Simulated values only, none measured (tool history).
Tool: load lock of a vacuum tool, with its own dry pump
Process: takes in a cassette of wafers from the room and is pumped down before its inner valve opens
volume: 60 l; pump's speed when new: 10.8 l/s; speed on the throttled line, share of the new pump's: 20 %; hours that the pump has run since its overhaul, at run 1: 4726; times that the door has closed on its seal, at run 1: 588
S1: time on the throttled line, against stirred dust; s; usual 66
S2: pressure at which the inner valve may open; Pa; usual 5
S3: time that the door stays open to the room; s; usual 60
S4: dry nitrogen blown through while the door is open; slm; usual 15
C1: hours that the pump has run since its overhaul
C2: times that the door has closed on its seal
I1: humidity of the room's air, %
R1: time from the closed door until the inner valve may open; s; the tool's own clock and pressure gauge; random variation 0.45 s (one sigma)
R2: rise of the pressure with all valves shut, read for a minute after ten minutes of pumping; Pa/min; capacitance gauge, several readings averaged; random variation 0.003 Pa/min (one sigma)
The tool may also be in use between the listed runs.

Run 1, hour 0.0: usual settings; C1 4726; C2 588; I1 40.9. Result: R1 109.4 s, R2 0.019 Pa/min.
Run 2, hour 80.6: usual settings but S1 38 s; C1 4807; C2 945; I1 44.8. Result: R1 87.6 s, R2 0.024 Pa/min.
Run 3, hour 160.4: usual settings but S1 38 s; C1 4887; C2 1298; I1 46.1. Result: R1 88.6 s, R2 0.029 Pa/min.
Run 4, hour 241.1: usual settings; C1 4968; C2 1656; I1 42.0. Result: R1 110.1 s, R2 0.023 Pa/min.
Run 5, hour 388.8: usual settings but S2 9 Pa; C1 5115; C2 2310; I1 42.7. Result: R1 106.2 s, R2 0.025 Pa/min.
Run 6, hour 474.6: usual settings but S2 9 Pa; C1 5201; C2 2689; I1 44.3. Result: R1 106.2 s, R2 0.029 Pa/min.
Run 7, hour 602.8: usual settings but S3 96 s; C1 5329; C2 3256; I1 46.1. Result: R1 110.0 s, R2 0.038 Pa/min.
Run 8, hour 705.3: usual settings but S4 19 slm; C1 5432; C2 3710; I1 42.1. Result: R1 110.3 s, R2 0.022 Pa/min.
Run 9, hour 776.1: usual settings; C1 5503; C2 4024; I1 43.5. Result: R1 109.5 s, R2 0.022 Pa/min.
Run 10, hour 849.5: usual settings; C1 5576; C2 4349; I1 46.7. Result: R1 110.5 s, R2 0.032 Pa/min.
Run 11, hour 931.5: usual settings; C1 5658; C2 4712; I1 42.4. Result: R1 111.3 s, R2 0.030 Pa/min.
Run 12, hour 1066.8: usual settings but S4 25 slm; C1 5793; C2 5310; I1 44.1. Result: R1 110.4 s, R2 0.021 Pa/min.
Run 13, hour 1163.9: usual settings but S4 25 slm; C1 5890; C2 5740; I1 43.0. Result: R1 110.2 s, R2 0.023 Pa/min.
Run 14, hour 1300.8: usual settings but S3 66 s; C1 6027; C2 6346; I1 42.9. Result: R1 109.3 s, R2 0.033 Pa/min.
Run 15, hour 1402.0: usual settings but S3 66 s; C1 6128; C2 6794; I1 43.2. Result: R1 110.4 s, R2 0.032 Pa/min.
Run 16, hour 1487.1: usual settings but S3 49 s; C1 6214; C2 7171; I1 47.3. Result: R1 110.7 s, R2 0.038 Pa/min.

Forecast run 17:
Run 17, hour 1601.8: usual settings but S1 69 s, S2 9 Pa, S3 47 s, S4 23 slm; C1 6328; C2 7678; I1 46.6. Result: R1 ?, R2 ?.

{"run 17": {"R1": 109.2, "R2": 0.022}}
Without the tool's hidden state the same run would have given R1 107.4 s, R2 0.012 Pa/min.

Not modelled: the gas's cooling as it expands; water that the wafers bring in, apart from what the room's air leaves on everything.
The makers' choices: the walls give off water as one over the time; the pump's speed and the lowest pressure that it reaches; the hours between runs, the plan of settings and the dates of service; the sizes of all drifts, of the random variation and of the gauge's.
